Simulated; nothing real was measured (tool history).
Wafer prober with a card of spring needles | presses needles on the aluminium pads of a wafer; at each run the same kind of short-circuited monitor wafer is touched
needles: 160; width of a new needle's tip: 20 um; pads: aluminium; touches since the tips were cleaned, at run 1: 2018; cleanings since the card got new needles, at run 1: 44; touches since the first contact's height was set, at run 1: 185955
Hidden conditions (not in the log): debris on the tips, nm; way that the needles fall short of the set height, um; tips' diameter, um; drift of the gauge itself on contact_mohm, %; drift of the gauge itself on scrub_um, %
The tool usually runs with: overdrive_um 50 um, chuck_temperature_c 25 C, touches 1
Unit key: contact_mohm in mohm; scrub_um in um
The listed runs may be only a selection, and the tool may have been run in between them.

run,hour,overdrive_um,chuck_temperature_c,touches,touches since the tips were cleaned,cleanings since the card got new needles,touches since the first contact's height was set,contact_mohm,scrub_um
1,0.0,50,25,1,2018,44,185955,183,6.93
# hour 3.5: tips cleaned on abrasive film
2,9.5,50,25,1,3204,45,190997,180,6.87
# hour 10.5: tips cleaned on abrasive film
# hour 17.4: tips cleaned on abrasive film
3,17.6,68,25,1,87,47,195262,172,9.37
# hour 25.3: tips cleaned on abrasive film
4,29.3,50,25,1,2163,48,201530,180,6.91
# hour 32.5: tips cleaned on abrasive film
# hour 39.8: tips cleaned on abrasive film
5,40.2,50,25,1,190,50,207246,181,6.87
# hour 47.1: tips cleaned on abrasive film
6,51.9,50,25,1,2601,51,213512,183,6.91
# hour 54.8: tips cleaned on abrasive film
# hour 61.8: height of the first contact set anew
# hour 62.4: tips cleaned on abrasive film
7,64.6,50,25,1,1189,53,1469,182,6.80
# hour 69.8: tips cleaned on abrasive film
8,70.9,46,57,2,596,54,4800,192,6.28
# hour 76.8: tips cleaned on abrasive film
9,83.2,55,63,2,3439,55,11365,190,7.65
# hour 84.1: tips cleaned on abrasive film
# hour 91.5: tips cleaned on abrasive film
10,91.6,30,57,1,36,57,15752,213,4.14
# hour 98.4: tips cleaned on abrasive film
11,99.9,30,57,1,808,58,20175,212,4.17

Hidden condition of the tool, last listed run before each entry between runs versus first listed run after:
Runs 1 to 2: tips cleaned on abrasive film (hour 3.5)
  the hidden state is the same at both runs
Runs 2 to 3: tips cleaned on abrasive film (hour 10.5); tips cleaned on abrasive film (hour 17.4)
  debris on the tips, nm: 0.1 -> 0
Runs 3 to 4: tips cleaned on abrasive film (hour 25.3)
  debris on the tips, nm: 0 -> 0.1
Runs 4 to 5: tips cleaned on abrasive film (hour 32.5); tips cleaned on abrasive film (hour 39.8)
  debris on the tips, nm: 0.1 -> 0
Runs 5 to 6: tips cleaned on abrasive film (hour 47.1)
  debris on the tips, nm: 0 -> 0.1
Runs 6 to 7: tips cleaned on abrasive film (hour 54.8); height of the first contact set anew (hour 61.8); tips cleaned on abrasive film (hour 62.4)
  debris on the tips, nm: 0.1 -> 0
Runs 7 to 8: tips cleaned on abrasive film (hour 69.8)
  the hidden state is the same at both runs
Runs 8 to 9: tips cleaned on abrasive film (hour 76.8)
  debris on the tips, nm: 0 -> 0.1
Runs 9 to 10: tips cleaned on abrasive film (hour 84.1); tips cleaned on abrasive film (hour 91.5)
  debris on the tips, nm: 0.1 -> 0
Runs 10 to 11: tips cleaned on abrasive film (hour 98.4)
  the hidden state is the same at both runs
